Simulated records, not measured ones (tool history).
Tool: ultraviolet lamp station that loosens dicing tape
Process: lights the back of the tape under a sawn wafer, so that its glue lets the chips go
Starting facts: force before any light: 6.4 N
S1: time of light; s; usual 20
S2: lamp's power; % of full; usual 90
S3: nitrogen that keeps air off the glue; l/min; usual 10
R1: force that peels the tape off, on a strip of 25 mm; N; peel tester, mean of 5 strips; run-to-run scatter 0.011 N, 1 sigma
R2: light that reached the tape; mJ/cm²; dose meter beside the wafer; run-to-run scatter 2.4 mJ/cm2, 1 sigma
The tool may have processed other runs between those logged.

run 1 hour=0 | S1=20 S2=90 S3=10 | R1=0.548 R2=259
run 2 hour=16.2 | S1=20 S2=90 S3=10 | R1=0.557 R2=260
run 3 hour=24.4 | S1=20 S2=90 S3=10 | R1=0.557 R2=258
run 4 hour=32.1 | S1=20 S2=90 S3=10 | R1=0.551 R2=256
run 5 hour=40.4 | S1=20 S2=77 S3=10 | R1=0.797 R2=220
run 6 hour=50.6 | S1=20 S2=77 S3=10 | R1=0.797 R2=216
run 7 hour=66.5 | S1=20 S2=77 S3=10 | R1=0.811 R2=221
run 8 hour=75.8 | S1=20 S2=77 S3=10 | R1=0.786 R2=217
run 9 hour=90.4 | S1=20 S2=77 S3=10 | R1=0.805 R2=219
run 10 hour=103.1 | S1=20 S2=90 S3=10 | R1=0.588 R2=255
run 11 hour=116.8 | S1=20 S2=87 S3=10 | R1=0.62 R2=242
run 12 hour=132.2 | S1=20 S2=89 S3=10 | R1=0.601 R2=247
run 13 hour=146.1 | S1=20 S2=90 S3=10 | R1=0.618 R2=257
run 14 hour=154.5 | S1=20 S2=90 S3=10 | R1=0.61 R2=251
run 15 hour=164.4 | S1=20 S2=90 S3=10 | R1=0.614 R2=250
run 16 hour=180.5 | S1=20 S2=90 S3=10 | R1=0.6 R2=246
run 17 hour=189.8 | S1=20 S2=90 S3=10 | R1=0.619 R2=248
run 18 hour=203.3 | S1=20 S2=90 S3=10 | R1=0.618 R2=250
run 19 hour=211.8 | S1=20 S2=90 S3=10 | R1=0.65 R2=247
run 20 hour=222.5 | S1=18 S2=90 S3=10 | R1=0.802 R2=223
run 21 hour=232.6 | S1=18 S2=90 S3=10 | R1=0.777 R2=220
run 22 hour=239.8 | S1=18 S2=90 S3=10 | R1=0.774 R2=219
run 23 hour=247.5 | S1=18 S2=90 S3=10 | R1=0.792 R2=223
run 24 hour=258.2 | S1=18 S2=80 S3=4 | R1=1.631 R2=195

Run 25 is up next; what results do you expect?
run 25 hour=265.2 | S1=18 S2=80 S3=4 | R1=? R2=?

{"run 25": {"R1": 1.66, "R2": 201}}
Were there no unlogged condition in the tool, this run, its random variation unchanged, would have produced R1 1.401 N, R2 226 mJ/cm².
